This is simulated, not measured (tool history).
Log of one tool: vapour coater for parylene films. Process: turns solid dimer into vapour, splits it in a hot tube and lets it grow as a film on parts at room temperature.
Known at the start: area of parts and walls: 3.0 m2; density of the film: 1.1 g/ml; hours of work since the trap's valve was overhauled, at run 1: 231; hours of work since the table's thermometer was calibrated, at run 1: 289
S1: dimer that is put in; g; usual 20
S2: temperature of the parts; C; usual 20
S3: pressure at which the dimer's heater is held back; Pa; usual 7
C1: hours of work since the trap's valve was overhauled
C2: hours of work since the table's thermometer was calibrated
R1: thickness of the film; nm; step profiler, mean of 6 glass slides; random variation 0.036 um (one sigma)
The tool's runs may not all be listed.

run	hour	S1	S2	S3	C1	C2	R1
1	0	20	20	7	231	289	3260
# hour 18.7: trap's valve overhauled
2	20.1	20	20	7	1	297	3750
3	27.8	20	20	7	4	300	3690
4	41.8	20	20	7	11	307	3760
5	57.6	20	17	7	18	314	4070
6	74.7	23	17	7	26	323	4670
7	87	23	22	7	32	328	3970
8	97.6	20	20	7	37	333	3670
9	114.8	20	20	7	45	341	3620
10	126.9	20	20	7	51	347	3680
11	135.2	20	20	7	55	351	3560
12	146.5	20	20	7	60	356	3600
13	159.3	20	20	7	66	363	3640
14	170.3	20	16	7	72	368	3970
15	186.3	20	16	7	79	375	4020
16	202.8	20	20	8.78	87	383	3520
17	215.3	20	20	7	93	389	3550
18	223.4	20	20	7	97	393	3530
19	238.1	32	20	7	104	400	5670
20	254.5	32	27	10.33	111	408	4530
21	269.5	32	21	7.13	119	415	5460
22	278.7	19	26	4.07	123	419	2850
23	287.6	13	19	4.07	127	423	2430
24	303.5	13	19	4.07	135	431	2400
25	322.4	26	16	8.43	144	440	5000
26	337.7	10	16	6.05	151	447	1950
27	351.6	10	16	6.05	157	453	1880
28	367.3	20	21	3.89	165	461	3450
29	379.4	20	21	3.89	170	467	3400
30	389.2	20	21	3.89	175	471	3440
31	405.5	20	21	3.89	183	479	3430
32	417.8	16	20	8.13	189	485	2680
33	433.2	16	20	8.13	196	492	2640
34	441.1	16	14	2.33	200	496	3450
35	456.2	18	18	5.96	207	503	3190
36	470.1	18	18	5.96	213	509	3220

Forecast each of these 4 alternatives for the next run:
A	480.1	10	12	7	218	514	?
B	480.1	10	31	5.1	218	514	?
C	480.1	17	23	8.93	218	514	?
D	480.1	18	19	5.96	218	514	?

run	R1
A	2070
B	1230
C	2600
D	3090
Without the tool's hidden state the same runs would have given:
run	R1
A	2370
B	1400
C	2960
D	3520
